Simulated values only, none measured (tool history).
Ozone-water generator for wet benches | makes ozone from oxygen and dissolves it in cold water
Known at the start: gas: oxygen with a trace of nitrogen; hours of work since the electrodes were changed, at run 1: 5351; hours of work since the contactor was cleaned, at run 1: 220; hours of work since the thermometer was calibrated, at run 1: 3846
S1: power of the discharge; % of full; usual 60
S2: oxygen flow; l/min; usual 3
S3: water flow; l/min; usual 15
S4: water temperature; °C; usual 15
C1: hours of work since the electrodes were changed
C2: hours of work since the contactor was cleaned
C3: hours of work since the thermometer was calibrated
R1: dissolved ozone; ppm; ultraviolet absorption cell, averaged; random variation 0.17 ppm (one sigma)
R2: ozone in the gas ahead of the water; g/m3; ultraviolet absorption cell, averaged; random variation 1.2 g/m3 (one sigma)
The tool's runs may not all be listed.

Run 1, hour 0: usual settings; C1 5351; C2 220; C3 3846. Result: R1 21.1 ppm, R2 199.2 g/m3.
Run 2, hour 163: usual settings; C1 5464; C2 333; C3 3959. Result: R1 21.5 ppm, R2 200.8 g/m3.
Run 3, hour 302.9: usual settings; C1 5562; C2 431; C3 4056. Result: R1 21.1 ppm, R2 198.9 g/m3.
Run 4, hour 416.7: usual settings; C1 5641; C2 510; C3 4135. Result: R1 21 ppm, R2 197.3 g/m3.
Run 5, hour 535.4: usual settings; C1 5723; C2 592; C3 4218. Result: R1 21.1 ppm, R2 199.1 g/m3.
Run 6, hour 632: usual settings; C1 5790; C2 659; C3 4285. Result: R1 21 ppm, R2 198.6 g/m3.
Run 7, hour 833.9: usual settings but S3 16 l/min; C1 5931; C2 800; C3 4425. Result: R1 19.9 ppm, R2 197.4 g/m3.
Run 8, hour 1033.8: usual settings but S3 16 l/min; C1 6070; C2 939; C3 4564. Result: R1 19.8 ppm, R2 195.6 g/m3.
Run 9, hour 1137.5: usual settings but S3 16 l/min; C1 6142; C2 1011; C3 4637. Result: R1 20 ppm, R2 196.3 g/m3.
Run 10, hour 1239.5: usual settings but S3 16 l/min; C1 6213; C2 1082; C3 4707. Result: R1 19.7 ppm, R2 196.5 g/m3.
Run 11, hour 1393.2: usual settings but S3 16 l/min, S4 17 °C; C1 6319; C2 1189; C3 4814. Result: R1 19.4 ppm, R2 196.4 g/m3.
Run 12, hour 1514.5: usual settings but S2 1.51 l/min, S3 16 l/min, S4 17 °C; C1 6404; C2 1273; C3 4899. Result: R1 16.1 ppm, R2 265.8 g/m3.
At hour 1576: water thermometer calibrated.
Run 13, hour 1641: usual settings but S2 1.51 l/min, S3 16 l/min, S4 17 °C; C1 6491; C2 1360; C3 45. Result: R1 16.1 ppm, R2 268.9 g/m3.
Run 14, hour 1765.4: usual settings but S2 1.51 l/min, S3 16 l/min, S4 17 °C; C1 6578; C2 1447; C3 132. Result: R1 15.9 ppm, R2 261.7 g/m3.
Run 15, hour 1876.4: usual settings but S1 54 % of full; C1 6655; C2 1524; C3 209. Result: R1 19 ppm, R2 178.4 g/m3.
Run 16, hour 1976.7: usual settings; C1 6725; C2 1594; C3 279. Result: R1 20.8 ppm, R2 195.9 g/m3.
Run 17, hour 2150.1: usual settings; C1 6845; C2 1714; C3 399. Result: R1 20.4 ppm, R2 195.9 g/m3.
Run 18, hour 2278.7: usual settings; C1 6935; C2 1804; C3 488. Result: R1 20.6 ppm, R2 192.6 g/m3.
Run 19, hour 2471.5: usual settings; C1 7069; C2 1938; C3 622. Result: R1 20.4 ppm, R2 195.9 g/m3.
Run 20, hour 2685.3: usual settings but S2 4.01 l/min; C1 7217; C2 2086; C3 771. Result: R1 21.4 ppm, R2 169.1 g/m3.
Run 21, hour 2827: usual settings but S1 46 % of full, S2 5.17 l/min; C1 7316; C2 2185; C3 870. Result: R1 17.8 ppm, R2 123.5 g/m3.
Run 22, hour 2979.1: usual settings but S1 46 % of full, S2 5.17 l/min; C1 7421; C2 2291; C3 975. Result: R1 17.6 ppm, R2 122.8 g/m3.
Run 23, hour 3083.7: usual settings but S1 49 % of full, S2 5.17 l/min, S4 14 °C; C1 7494; C2 2363; C3 1048. Result: R1 18.7 ppm, R2 127.7 g/m3.
Run 24, hour 3246.1: usual settings but S1 72 % of full, S2 1.62 l/min, S3 9 l/min, S4 9 °C; C1 7607; C2 2476; C3 1161. Result: R1 32.8 ppm, R2 289.9 g/m3.
Run 25, hour 3466.4: usual settings but S1 72 % of full, S2 1.62 l/min, S3 9 l/min, S4 9 °C; C1 7760; C2 2629; C3 1314. Result: R1 32.7 ppm, R2 287.2 g/m3.
Run 26, hour 3598.1: usual settings but S3 20 l/min, S4 14 °C; C1 7852; C2 2721; C3 1406. Result: R1 15.8 ppm, R2 191.8 g/m3.
Run 27, hour 3783.5: usual settings but S1 91 % of full, S2 1.97 l/min, S3 19 l/min, S4 10 °C; C1 7981; C2 2850; C3 1534. Result: R1 20.8 ppm, R2 317.2 g/m3.
Run 28, hour 3886.2: usual settings but S1 91 % of full, S2 1.72 l/min, S3 16 l/min, S4 10 °C; C1 8052; C2 2921; C3 1606. Result: R1 23.3 ppm, R2 332.5 g/m3.
Run 29, hour 4024.4: usual settings but S2 1.84 l/min; C1 8148; C2 3017; C3 1702. Result: R1 17.8 ppm, R2 233.6 g/m3.
Run 30, hour 4124.1: usual settings but S1 52 % of full, S2 1.52 l/min, S3 13 l/min; C1 8217; C2 3086; C3 1771. Result: R1 17.2 ppm, R2 229.8 g/m3.
Run 31, hour 4277.5: usual settings but S3 11 l/min; C1 8324; C2 3193; C3 1878. Result: R1 25 ppm, R2 187.7 g/m3.
Run 32, hour 4384.3: usual settings but S3 11 l/min; C1 8398; C2 3267; C3 1952. Result: R1 24.9 ppm, R2 189.5 g/m3.
Run 33, hour 4565.9: usual settings but S3 11 l/min; C1 8524; C2 3394; C3 2078. Result: R1 24.8 ppm, R2 188.8 g/m3.

4 ways to go on from here, each from the tool as it stands after run 33. What would each give?
Run A, hour 4759.1: usual settings but S1 56 % of full, S2 4.02 l/min, S3 18 l/min; C1 8659; C2 3528; C3 2213. Result: R1 ?, R2 ?.
Run B, hour 4759.1: usual settings but S2 3.87 l/min, S4 22 °C; C1 8659; C2 3528; C3 2213. Result: R1 ?, R2 ?.
Run C, hour 4759.1: usual settings but S1 50 % of full, S2 3.02 l/min; C1 8659; C2 3528; C3 2213. Result: R1 ?, R2 ?.
Run D, hour 4759.1: usual settings but S1 78 % of full, S2 3.79 l/min, S3 21 l/min; C1 8659; C2 3528; C3 2213. Result: R1 ?, R2 ?.

run    R1     R2
  A  17.1  156.7
  B  18.8  167.5
  C    17  163.2
  D  19.1  208.9
Without the tool's hidden state the same runs would have given:
run    R1     R2
  A  20.3  178.8
  B  22.4  193.1
  C  19.7  183.5
  D  23.7  249.3

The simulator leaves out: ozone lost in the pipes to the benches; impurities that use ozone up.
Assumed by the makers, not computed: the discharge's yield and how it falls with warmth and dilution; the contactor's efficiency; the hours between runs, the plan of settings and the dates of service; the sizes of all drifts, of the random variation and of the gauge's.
